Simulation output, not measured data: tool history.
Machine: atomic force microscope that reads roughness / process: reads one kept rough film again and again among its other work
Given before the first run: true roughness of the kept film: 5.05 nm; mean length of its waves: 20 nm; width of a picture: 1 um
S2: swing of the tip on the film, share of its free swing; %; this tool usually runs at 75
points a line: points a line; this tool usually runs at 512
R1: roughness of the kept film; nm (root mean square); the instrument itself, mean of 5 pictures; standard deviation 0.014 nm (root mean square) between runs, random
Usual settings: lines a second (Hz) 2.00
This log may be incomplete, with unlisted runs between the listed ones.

run 1 hour=0.0 | lines_a_second_(Hz)=2.00 S2=75 points_a_line=512 | R1=3.441
run 2 hour=15.2 | lines_a_second_(Hz)=2.00 S2=75 points_a_line=512 | R1=3.424
run 3 hour=46.9 | lines_a_second_(Hz)=2.00 S2=75 points_a_line=512 | R1=3.424
run 4 hour=69.5 | lines_a_second_(Hz)=2.00 S2=75 points_a_line=512 | R1=3.433
run 5 hour=90.2 | lines_a_second_(Hz)=2.00 S2=75 points_a_line=781 | R1=3.455
run 6 hour=107.1 | lines_a_second_(Hz)=2.00 S2=75 points_a_line=957 | R1=3.440
run 7 hour=131.9 | lines_a_second_(Hz)=2.00 S2=75 points_a_line=284 | R1=3.341
run 8 hour=152.2 | lines_a_second_(Hz)=2.00 S2=75 points_a_line=284 | R1=3.346
-- hour=170.5 new tip fitted
run 9 hour=178.6 | lines_a_second_(Hz)=2.00 S2=75 points_a_line=284 | R1=3.365
run 10 hour=203.0 | lines_a_second_(Hz)=2.00 S2=55 points_a_line=284 | R1=3.772
run 11 hour=238.5 | lines_a_second_(Hz)=2.00 S2=55 points_a_line=284 | R1=3.787
run 12 hour=254.2 | lines_a_second_(Hz)=2.00 S2=55 points_a_line=284 | R1=3.725
run 13 hour=279.9 | lines_a_second_(Hz)=0.64 S2=55 points_a_line=284 | R1=3.867
run 14 hour=295.5 | lines_a_second_(Hz)=0.76 S2=58 points_a_line=359 | R1=3.899
run 15 hour=321.7 | lines_a_second_(Hz)=1.07 S2=75 points_a_line=512 | R1=3.685
run 16 hour=345.4 | lines_a_second_(Hz)=1.66 S2=78 points_a_line=396 | R1=3.417
run 17 hour=372.5 | lines_a_second_(Hz)=2.00 S2=72 points_a_line=525 | R1=3.524
run 18 hour=389.8 | lines_a_second_(Hz)=0.99 S2=75 points_a_line=534 | R1=3.693
run 19 hour=423.6 | lines_a_second_(Hz)=1.17 S2=60 points_a_line=825 | R1=3.883
run 20 hour=450.6 | lines_a_second_(Hz)=2.00 S2=72 points_a_line=512 | R1=3.510
run 21 hour=484.5 | lines_a_second_(Hz)=2.00 S2=60 points_a_line=273 | R1=3.650
run 22 hour=518.6 | lines_a_second_(Hz)=3.68 S2=75 points_a_line=737 | R1=3.088
run 23 hour=548.5 | lines_a_second_(Hz)=0.51 S2=79 points_a_line=512 | R1=3.796
-- hour=565.5 new tip fitted
run 24 hour=584.2 | lines_a_second_(Hz)=2.89 S2=74 points_a_line=998 | R1=3.316
run 25 hour=617.5 | lines_a_second_(Hz)=2.89 S2=74 points_a_line=998 | R1=3.303

What if the next run were any one of these 4? Each begins from the tool's condition after run 25:
run A hour=635.4 | lines_a_second_(Hz)=3.40 S2=71 points_a_line=389 | R1=?
run B hour=635.4 | lines_a_second_(Hz)=2.54 S2=73 points_a_line=947 | R1=?
run C hour=635.4 | lines_a_second_(Hz)=2.00 S2=56 points_a_line=512 | R1=?
run D hour=635.4 | lines_a_second_(Hz)=2.82 S2=74 points_a_line=512 | R1=?

run=A R1=3.258
run=B R1=3.399
run=C R1=3.807
run=D R1=3.270
What these runs would have given with no unlogged condition in the tool:
run=A R1=3.261
run=B R1=3.402
run=C R1=3.810
run=D R1=3.273
